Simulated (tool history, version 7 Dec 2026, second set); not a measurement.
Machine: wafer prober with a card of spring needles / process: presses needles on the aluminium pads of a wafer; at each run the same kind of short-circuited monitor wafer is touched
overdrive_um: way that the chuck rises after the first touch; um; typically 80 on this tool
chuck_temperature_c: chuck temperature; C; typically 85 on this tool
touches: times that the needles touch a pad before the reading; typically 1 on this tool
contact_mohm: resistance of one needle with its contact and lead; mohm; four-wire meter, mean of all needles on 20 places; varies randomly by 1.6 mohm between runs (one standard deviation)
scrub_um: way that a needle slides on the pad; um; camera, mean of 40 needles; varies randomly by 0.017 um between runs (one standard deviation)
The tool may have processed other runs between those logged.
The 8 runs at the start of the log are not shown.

run,hour,overdrive_um,chuck_temperature_c,touches,touches since the tips were cleaned,cleanings since the card got new needles,touches since the first contact's height was set,contact_mohm,scrub_um
# hour 78.5: tips cleaned on abrasive film
9,84.9,80,85,1,2164,44,49399,165,13.53
# hour 86.3: tips cleaned on abrasive film
# hour 93: tips cleaned on abrasive film
10,98.8,80,85,1,1941,46,53987,164,13.5
# hour 99.7: tips cleaned on abrasive film
# hour 106.6: tips cleaned on abrasive film
11,109.2,80,85,1,852,48,57414,162,13.5
# hour 113.5: tips cleaned on abrasive film
12,119.6,80,85,1,2028,49,60885,166,13.49
# hour 121.1: tips cleaned on abrasive film
# hour 127.8: tips cleaned on abrasive film
# hour 129.5: height of the first contact set anew
13,133.5,80,85,2,1820,51,1348,165,13.48
# hour 135.4: tips cleaned on abrasive film
# hour 142.4: tips cleaned on abrasive film
14,147.6,80,85,2,1743,53,6000,161,13.49
# hour 149.5: tips cleaned on abrasive film
# hour 154.3: gauge calibrated
15,154.3,80,85,2,1605,54,8223,162,13.61
# hour 156.4: tips cleaned on abrasive film
16,161.8,80,111,3,1847,55,10741,171,13.62
# hour 163.8: tips cleaned on abrasive film
# hour 170.9: tips cleaned on abrasive film
17,174.6,80,85,3,1227,57,14953,163,13.56
# hour 177.8: tips cleaned on abrasive film
# hour 184.7: tips cleaned on abrasive film
18,189.2,95,85,1,1503,59,19812,164,16.13
# hour 191.9: tips cleaned on abrasive film
19,198.4,91,49,2,2196,60,22886,157,15.45
# hour 199.3: tips cleaned on abrasive film
# hour 207.1: tips cleaned on abrasive film
20,212.1,91,49,2,1704,62,27432,158,15.42
# hour 214.4: tips cleaned on abrasive film
# hour 221.3: tips cleaned on abrasive film
21,225.6,78,68,2,1440,64,31886,160,13.19
# hour 228.9: tips cleaned on abrasive film
# hour 236: tips cleaned on abrasive film
22,241,60,41,1,1689,66,37019,160,10.15
# hour 243: tips cleaned on abrasive film
# hour 249.7: tips cleaned on abrasive film
23,252.9,60,41,1,1063,68,40946,160,10.11
# hour 256.7: tips cleaned on abrasive film
24,260,76,59,1,1106,69,43322,161,12.8
# hour 263.7: tips cleaned on abrasive film
25,269,76,59,1,1766,70,46298,160,12.78
# hour 271.1: tips cleaned on abrasive film
26,276.8,98,59,1,1925,71,48911,158,16.52
# hour 278.3: tips cleaned on abrasive film
27,284.2,98,59,1,1970,72,51354,157,16.49
# hour 285.2: tips cleaned on abrasive film
# hour 292.8: tips cleaned on abrasive film
28,295.8,80,85,2,1009,74,55184,163,13.47
# hour 300.3: tips cleaned on abrasive film
# hour 307.6: tips cleaned on abrasive film
29,310.7,95,79,2,1045,76,60155,165,15.95
# hour 314.6: tips cleaned on abrasive film
# hour 321.3: tips cleaned on abrasive film
# hour 321.6: height of the first contact set anew
30,321.6,95,79,2,0,78,0,160,15.98

Here are 3 independent what-if runs from the current tool condition. What would each one return?
# hour 328.4: tips cleaned on abrasive film
A,330.1,80,85,1,598,79,2828,?,?
# hour 328.4: tips cleaned on abrasive film
B,330.1,71,34,2,598,79,2828,?,?
# hour 328.4: tips cleaned on abrasive film
C,330.1,60,79,2,598,79,2828,?,?

run,contact_mohm,scrub_um
A,163,13.44
B,158,11.92
C,169,10.11
Without the tool's hidden state the same runs would have given:
run,contact_mohm,scrub_um
A,163,13.6
B,158,12.06
C,168,10.23
